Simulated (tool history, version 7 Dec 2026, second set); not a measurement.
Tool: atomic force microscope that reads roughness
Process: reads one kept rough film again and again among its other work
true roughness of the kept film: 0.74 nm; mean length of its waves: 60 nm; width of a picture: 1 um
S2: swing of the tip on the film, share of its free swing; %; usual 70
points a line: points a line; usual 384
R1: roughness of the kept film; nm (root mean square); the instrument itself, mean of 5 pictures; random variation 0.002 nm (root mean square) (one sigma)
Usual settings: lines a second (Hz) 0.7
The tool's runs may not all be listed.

{"run": 1, "day": 0.0, "lines a second (Hz)": 0.7, "S2": 70, "points a line": 384, "R1": 0.699}
{"run": 2, "day": 0.342, "lines a second (Hz)": 0.7, "S2": 70, "points a line": 384, "R1": 0.695}
{"run": 3, "day": 0.683, "lines a second (Hz)": 0.7, "S2": 57, "points a line": 384, "R1": 0.71}
{"run": 4, "day": 0.954, "lines a second (Hz)": 0.7, "S2": 81, "points a line": 384, "R1": 0.672}
{"run": 5, "day": 1.288, "lines a second (Hz)": 0.7, "S2": 70, "points a line": 384, "R1": 0.69}
{"run": 6, "day": 1.608, "lines a second (Hz)": 0.7, "S2": 80, "points a line": 384, "R1": 0.67}
{"run": 7, "day": 1.946, "lines a second (Hz)": 0.7, "S2": 80, "points a line": 384, "R1": 0.67}
{"day": 2.375, "done": "new tip fitted"}
{"run": 8, "day": 2.375, "lines a second (Hz)": 0.7, "S2": 80, "points a line": 384, "R1": 0.683}
{"run": 9, "day": 2.888, "lines a second (Hz)": 1.13, "S2": 70, "points a line": 384, "R1": 0.687}
{"run": 10, "day": 3.404, "lines a second (Hz)": 0.7, "S2": 70, "points a line": 384, "R1": 0.701}
{"run": 11, "day": 3.9, "lines a second (Hz)": 0.7, "S2": 70, "points a line": 384, "R1": 0.702}
{"run": 12, "day": 4.246, "lines a second (Hz)": 0.7, "S2": 70, "points a line": 384, "R1": 0.698}
{"run": 13, "day": 4.742, "lines a second (Hz)": 0.7, "S2": 70, "points a line": 384, "R1": 0.696}
{"run": 14, "day": 5.021, "lines a second (Hz)": 0.7, "S2": 70, "points a line": 384, "R1": 0.694}
{"run": 15, "day": 5.488, "lines a second (Hz)": 0.7, "S2": 70, "points a line": 384, "R1": 0.692}
{"run": 16, "day": 5.812, "lines a second (Hz)": 0.7, "S2": 70, "points a line": 384, "R1": 0.695}
{"run": 17, "day": 6.329, "lines a second (Hz)": 0.7, "S2": 70, "points a line": 384, "R1": 0.689}
{"day": 6.858, "done": "new tip fitted"}
{"run": 18, "day": 6.883, "lines a second (Hz)": 0.7, "S2": 66, "points a line": 384, "R1": 0.708}
{"run": 19, "day": 7.175, "lines a second (Hz)": 0.7, "S2": 70, "points a line": 384, "R1": 0.703}
{"run": 20, "day": 7.604, "lines a second (Hz)": 0.7, "S2": 70, "points a line": 384, "R1": 0.702}
{"run": 21, "day": 7.946, "lines a second (Hz)": 0.7, "S2": 70, "points a line": 384, "R1": 0.698}
{"run": 22, "day": 8.396, "lines a second (Hz)": 0.7, "S2": 70, "points a line": 384, "R1": 0.698}
{"run": 23, "day": 8.717, "lines a second (Hz)": 0.7, "S2": 61, "points a line": 384, "R1": 0.708}
{"run": 24, "day": 9.212, "lines a second (Hz)": 1.502, "S2": 59, "points a line": 268, "R1": 0.693}
{"run": 25, "day": 9.679, "lines a second (Hz)": 0.919, "S2": 59, "points a line": 471, "R1": 0.704}
{"run": 26, "day": 10.088, "lines a second (Hz)": 0.919, "S2": 59, "points a line": 471, "R1": 0.705}
{"run": 27, "day": 10.588, "lines a second (Hz)": 1.149, "S2": 59, "points a line": 313, "R1": 0.695}
{"run": 28, "day": 11.067, "lines a second (Hz)": 0.7, "S2": 79, "points a line": 384, "R1": 0.673}
{"day": 11.375, "done": "new tip fitted"}
{"run": 29, "day": 11.425, "lines a second (Hz)": 0.7, "S2": 88, "points a line": 384, "R1": 0.67}
{"run": 30, "day": 11.729, "lines a second (Hz)": 0.7, "S2": 88, "points a line": 384, "R1": 0.666}
{"run": 31, "day": 12.117, "lines a second (Hz)": 0.857, "S2": 70, "points a line": 367, "R1": 0.696}
{"run": 32, "day": 12.421, "lines a second (Hz)": 0.914, "S2": 69, "points a line": 367, "R1": 0.694}
{"run": 33, "day": 12.696, "lines a second (Hz)": 1.934, "S2": 67, "points a line": 342, "R1": 0.669}
{"run": 34, "day": 13.196, "lines a second (Hz)": 0.539, "S2": 61, "points a line": 942, "R1": 0.712}
{"run": 35, "day": 13.679, "lines a second (Hz)": 3.903, "S2": 68, "points a line": 384, "R1": 0.605}
{"run": 36, "day": 13.925, "lines a second (Hz)": 2.504, "S2": 58, "points a line": 341, "R1": 0.676}
{"run": 37, "day": 14.458, "lines a second (Hz)": 2.504, "S2": 58, "points a line": 341, "R1": 0.677}
{"run": 38, "day": 14.846, "lines a second (Hz)": 0.548, "S2": 62, "points a line": 267, "R1": 0.705}
{"run": 39, "day": 15.108, "lines a second (Hz)": 0.548, "S2": 62, "points a line": 267, "R1": 0.702}
{"run": 40, "day": 15.567, "lines a second (Hz)": 0.548, "S2": 62, "points a line": 267, "R1": 0.703}
{"day": 15.879, "done": "new tip fitted"}
{"run": 41, "day": 16.112, "lines a second (Hz)": 1.321, "S2": 70, "points a line": 465, "R1": 0.683}
{"run": 42, "day": 16.521, "lines a second (Hz)": 1.164, "S2": 73, "points a line": 465, "R1": 0.682}
{"run": 43, "day": 16.75, "lines a second (Hz)": 0.957, "S2": 89, "points a line": 356, "R1": 0.64}
{"run": 44, "day": 17.108, "lines a second (Hz)": 2.262, "S2": 79, "points a line": 384, "R1": 0.604}

Measured less the same run without the tool's hidden state. The same run-to-run variation is in both; the gauge's scatter may not be:
The hidden state here: radius of the tip, nm; height scale over the true one, %; drift of the gauge itself on roughness_nm, %.
run=1 R1=-0.009
run=2 R1=-0.01
run=3 R1=-0.011
run=4 R1=-0.011
run=5 R1=-0.012
run=6 R1=-0.014
run=7 R1=-0.014
run=8 R1=-0.001
run=9 R1=-0.002
run=10 R1=-0.004
run=11 R1=-0.006
run=12 R1=-0.007
run=13 R1=-0.008
run=14 R1=-0.009
run=15 R1=-0.011
run=16 R1=-0.012
run=17 R1=-0.014
run=18 R1=+0
run=19 R1=-0.001
run=20 R1=-0.002
run=21 R1=-0.004
run=22 R1=-0.005
run=23 R1=-0.006
run=24 R1=-0.007
run=25 R1=-0.009
run=26 R1=-0.011
run=27 R1=-0.013
run=28 R1=-0.014
run=29 R1=+0
run=30 R1=-0.001
run=31 R1=-0.002
run=32 R1=-0.003
run=33 R1=-0.004
run=34 R1=-0.006
run=35 R1=-0.007
run=36 R1=-0.008
run=37 R1=-0.01
run=38 R1=-0.012
run=39 R1=-0.013
run=40 R1=-0.014
run=41 R1=+0
run=42 R1=+0
run=43 R1=-0.002
run=44 R1=-0.002
